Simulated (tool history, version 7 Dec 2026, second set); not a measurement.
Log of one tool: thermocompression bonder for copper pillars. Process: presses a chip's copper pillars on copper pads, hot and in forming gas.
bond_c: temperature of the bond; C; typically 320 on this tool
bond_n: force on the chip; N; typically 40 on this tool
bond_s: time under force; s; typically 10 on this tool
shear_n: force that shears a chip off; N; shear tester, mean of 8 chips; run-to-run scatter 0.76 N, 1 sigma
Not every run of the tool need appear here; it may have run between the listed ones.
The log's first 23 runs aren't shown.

{"run": 24, "hour": 438.5, "bond_c": 323, "bond_n": 54, "bond_s": 29, "shear_n": 85.2}
{"run": 25, "hour": 452.7, "bond_c": 302, "bond_n": 45, "bond_s": 24, "shear_n": 63.3}
{"hour": 456.1, "done": "heater calibrated with a thermocouple chip"}
{"hour": 469.6, "done": "forming gas filter changed"}
{"run": 26, "hour": 481.1, "bond_c": 302, "bond_n": 45, "bond_s": 24, "shear_n": 66.7}
{"run": 27, "hour": 503.0, "bond_c": 302, "bond_n": 45, "bond_s": 24, "shear_n": 65.0}
{"run": 28, "hour": 530.1, "bond_c": 315, "bond_n": 40, "bond_s": 16, "shear_n": 58.5}
{"run": 29, "hour": 552.1, "bond_c": 315, "bond_n": 40, "bond_s": 16, "shear_n": 57.5}
{"hour": 578.3, "done": "heater calibrated with a thermocouple chip, once more"}
{"run": 30, "hour": 581.4, "bond_c": 315, "bond_n": 40, "bond_s": 16, "shear_n": 60.1}
{"run": 31, "hour": 605.4, "bond_c": 296, "bond_n": 58, "bond_s": 8, "shear_n": 54.1}
{"run": 32, "hour": 616.8, "bond_c": 296, "bond_n": 58, "bond_s": 8, "shear_n": 53.3}
{"run": 33, "hour": 628.2, "bond_c": 349, "bond_n": 39, "bond_s": 6, "shear_n": 53.2}
{"run": 34, "hour": 650.5, "bond_c": 320, "bond_n": 29, "bond_s": 11, "shear_n": 39.3}
{"hour": 663.6, "done": "forming gas filter changed"}
{"run": 35, "hour": 667.3, "bond_c": 320, "bond_n": 29, "bond_s": 11, "shear_n": 42.1}
{"run": 36, "hour": 688.8, "bond_c": 325, "bond_n": 29, "bond_s": 26, "shear_n": 61.4}
{"run": 37, "hour": 714.7, "bond_c": 325, "bond_n": 29, "bond_s": 26, "shear_n": 58.8}
{"run": 38, "hour": 738.3, "bond_c": 325, "bond_n": 36, "bond_s": 26, "shear_n": 69.6}

The next listed run, before its measurement:
{"run": 39, "hour": 762.7, "bond_c": 306, "bond_n": 25, "bond_s": 13, "shear_n": "?"}

{"run 39": {"shear_n": 31.6}}
Without the tool's hidden state the same run would have given shear_n 33.7 N.
